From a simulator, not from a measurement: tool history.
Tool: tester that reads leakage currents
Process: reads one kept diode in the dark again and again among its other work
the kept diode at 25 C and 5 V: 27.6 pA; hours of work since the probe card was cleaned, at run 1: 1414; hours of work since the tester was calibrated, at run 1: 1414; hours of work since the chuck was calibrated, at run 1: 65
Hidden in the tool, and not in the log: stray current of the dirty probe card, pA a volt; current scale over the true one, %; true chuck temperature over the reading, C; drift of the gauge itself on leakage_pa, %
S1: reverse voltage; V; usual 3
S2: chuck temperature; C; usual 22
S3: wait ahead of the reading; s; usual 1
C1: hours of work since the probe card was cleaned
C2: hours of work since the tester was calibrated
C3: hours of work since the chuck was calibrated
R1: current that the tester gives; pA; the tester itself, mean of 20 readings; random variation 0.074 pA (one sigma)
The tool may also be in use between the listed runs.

Run 1, hour 0: usual settings; C1 1414; C2 1414; C3 65. Result: R1 18.55 pA.
Run 2, hour 58.3: usual settings; C1 1443; C2 1443; C3 95. Result: R1 18.63 pA.
Run 3, hour 144.3: usual settings; C1 1486; C2 1486; C3 138. Result: R1 18.74 pA.
Run 4, hour 196.4: usual settings; C1 1512; C2 1512; C3 164. Result: R1 18.91 pA.
Run 5, hour 257.8: usual settings; C1 1543; C2 1543; C3 195. Result: R1 18.86 pA.
Run 6, hour 313.2: usual settings but S3 0.32 s; C1 1571; C2 1571; C3 223. Result: R1 21.04 pA.
Run 7, hour 402.5: usual settings but S3 0.32 s; C1 1616; C2 1616; C3 268. Result: R1 21.28 pA.
Run 8, hour 472.2: usual settings but S1 5.9 V; C1 1651; C2 1651; C3 303. Result: R1 28.28 pA.
Run 9, hour 523: usual settings but S1 5.9 V; C1 1677; C2 1677; C3 329. Result: R1 28.31 pA.
Run 10, hour 585.7: usual settings but S1 5.9 V; C1 1708; C2 1708; C3 360. Result: R1 28.38 pA.
Run 11, hour 670.5: usual settings but S1 5.9 V; C1 1751; C2 1751; C3 403. Result: R1 28.29 pA.
Run 12, hour 719.7: usual settings but S1 5.9 V; C1 1776; C2 1776; C3 428. Result: R1 28.55 pA.
Run 13, hour 797.6: usual settings but S1 5.9 V, S2 26 C, S3 9.66 s; C1 1815; C2 1815; C3 467. Result: R1 35.56 pA.
Run 14, hour 849: usual settings but S1 5.9 V, S2 26 C, S3 9.66 s; C1 1841; C2 1841; C3 493. Result: R1 35.53 pA.
Run 15, hour 895.1: usual settings but S1 2.69 V, S2 47 C, S3 9.83 s; C1 1864; C2 1864; C3 516. Result: R1 96.26 pA.
Run 16, hour 979.7: usual settings but S1 13.43 V, S2 21 C, S3 9.83 s; C1 1907; C2 1907; C3 559. Result: R1 40.29 pA.
Run 17, hour 1078.9: usual settings but S1 9.53 V, S2 21 C, S3 0.7 s; C1 1957; C2 1957; C3 609. Result: R1 37.65 pA.
Run 18, hour 1183.8: usual settings but S1 9.53 V, S2 21 C, S3 0.7 s; C1 2010; C2 2010; C3 661. Result: R1 37.97 pA.
Run 19, hour 1240.1: usual settings but S1 9.53 V, S2 21 C, S3 0.7 s; C1 2038; C2 2038; C3 690. Result: R1 38.16 pA.
Run 20, hour 1296.9: usual settings but S1 7.92 V, S2 41 C, S3 6.47 s; C1 2067; C2 2067; C3 718. Result: R1 117.88 pA.
Run 21, hour 1393: usual settings but S1 5.26 V, S2 25 C; C1 2115; C2 2115; C3 767. Result: R1 33.92 pA.

Forecast each of these 4 alternatives for the next run:
Run A, hour 1467.8: usual settings but S1 5.26 V; C1 2153; C2 2153; C3 804. Result: R1 ?.
Run B, hour 1467.8: usual settings but S1 3.44 V, S2 25 C, S3 5.57 s; C1 2153; C2 2153; C3 804. Result: R1 ?.
Run C, hour 1467.8: usual settings but S1 4.29 V, S2 24 C, S3 3.88 s; C1 2153; C2 2153; C3 804. Result: R1 ?.
Run D, hour 1467.8: usual settings but S1 1.2 V, S2 26 C, S3 1.3 s; C1 2153; C2 2153; C3 804. Result: R1 ?.

run     R1
  A  27.84
  B  25.76
  C  27.38
  D  15.98
Without the tool's hidden state the same runs would have given:
run     R1
  A  24.48
  B  22.95
  C  24.22
  D   14.5
